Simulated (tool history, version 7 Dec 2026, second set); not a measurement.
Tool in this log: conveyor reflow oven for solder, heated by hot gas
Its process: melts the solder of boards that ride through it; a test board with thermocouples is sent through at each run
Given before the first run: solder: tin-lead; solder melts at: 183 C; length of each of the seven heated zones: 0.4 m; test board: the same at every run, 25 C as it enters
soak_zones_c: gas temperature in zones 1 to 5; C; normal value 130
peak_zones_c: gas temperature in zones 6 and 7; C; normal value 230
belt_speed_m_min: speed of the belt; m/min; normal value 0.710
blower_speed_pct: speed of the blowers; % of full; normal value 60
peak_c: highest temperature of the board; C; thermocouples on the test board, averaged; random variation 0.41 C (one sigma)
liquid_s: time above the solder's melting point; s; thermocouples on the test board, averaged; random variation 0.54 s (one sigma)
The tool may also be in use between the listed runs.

run 1 hour=0.0 | soak_zones_c=130 peak_zones_c=230 belt_speed_m_min=0.710 blower_speed_pct=60 | peak_c=207.7 liquid_s=40.3
run 2 hour=19.4 | soak_zones_c=130 peak_zones_c=230 belt_speed_m_min=0.710 blower_speed_pct=60 | peak_c=207.6 liquid_s=39.2
run 3 hour=40.2 | soak_zones_c=130 peak_zones_c=230 belt_speed_m_min=0.710 blower_speed_pct=60 | peak_c=207.4 liquid_s=38.9
run 4 hour=52.9 | soak_zones_c=130 peak_zones_c=230 belt_speed_m_min=0.710 blower_speed_pct=60 | peak_c=206.8 liquid_s=39.3
run 5 hour=66.2 | soak_zones_c=130 peak_zones_c=230 belt_speed_m_min=0.710 blower_speed_pct=60 | peak_c=207.2 liquid_s=39.0
run 6 hour=90.4 | soak_zones_c=130 peak_zones_c=226 belt_speed_m_min=0.710 blower_speed_pct=60 | peak_c=204.0 liquid_s=35.2
run 7 hour=104.7 | soak_zones_c=130 peak_zones_c=230 belt_speed_m_min=0.794 blower_speed_pct=60 | peak_c=202.9 liquid_s=29.6
run 8 hour=123.6 | soak_zones_c=130 peak_zones_c=230 belt_speed_m_min=0.794 blower_speed_pct=60 | peak_c=202.9 liquid_s=30.3
run 9 hour=145.5 | soak_zones_c=130 peak_zones_c=230 belt_speed_m_min=0.710 blower_speed_pct=60 | peak_c=207.5 liquid_s=39.9
run 10 hour=162.8 | soak_zones_c=130 peak_zones_c=230 belt_speed_m_min=0.710 blower_speed_pct=60 | peak_c=207.6 liquid_s=38.9
run 11 hour=183.5 | soak_zones_c=130 peak_zones_c=230 belt_speed_m_min=0.710 blower_speed_pct=60 | peak_c=207.1 liquid_s=39.0
run 12 hour=196.8 | soak_zones_c=130 peak_zones_c=230 belt_speed_m_min=0.710 blower_speed_pct=60 | peak_c=208.1 liquid_s=39.6
run 13 hour=220.5 | soak_zones_c=130 peak_zones_c=230 belt_speed_m_min=0.710 blower_speed_pct=60 | peak_c=207.9 liquid_s=40.0
run 14 hour=240.4 | soak_zones_c=130 peak_zones_c=230 belt_speed_m_min=0.710 blower_speed_pct=60 | peak_c=207.0 liquid_s=39.4
run 15 hour=261.7 | soak_zones_c=116 peak_zones_c=230 belt_speed_m_min=0.710 blower_speed_pct=60 | peak_c=204.1 liquid_s=33.7
run 16 hour=274.2 | soak_zones_c=130 peak_zones_c=230 belt_speed_m_min=0.827 blower_speed_pct=60 | peak_c=200.8 liquid_s=27.2

Run 17, settings as shown, results not yet in. Your forecast:
run 17 hour=289.2 | soak_zones_c=130 peak_zones_c=230 belt_speed_m_min=0.710 blower_speed_pct=64 | peak_c=? liquid_s=?

For run 17 the tool returned peak_c 208.7 C, liquid_s 40.7 s.
Were there no unlogged condition in the tool, this run, its random variation unchanged, would have produced peak_c 208.7 C, liquid_s 40.7 s.

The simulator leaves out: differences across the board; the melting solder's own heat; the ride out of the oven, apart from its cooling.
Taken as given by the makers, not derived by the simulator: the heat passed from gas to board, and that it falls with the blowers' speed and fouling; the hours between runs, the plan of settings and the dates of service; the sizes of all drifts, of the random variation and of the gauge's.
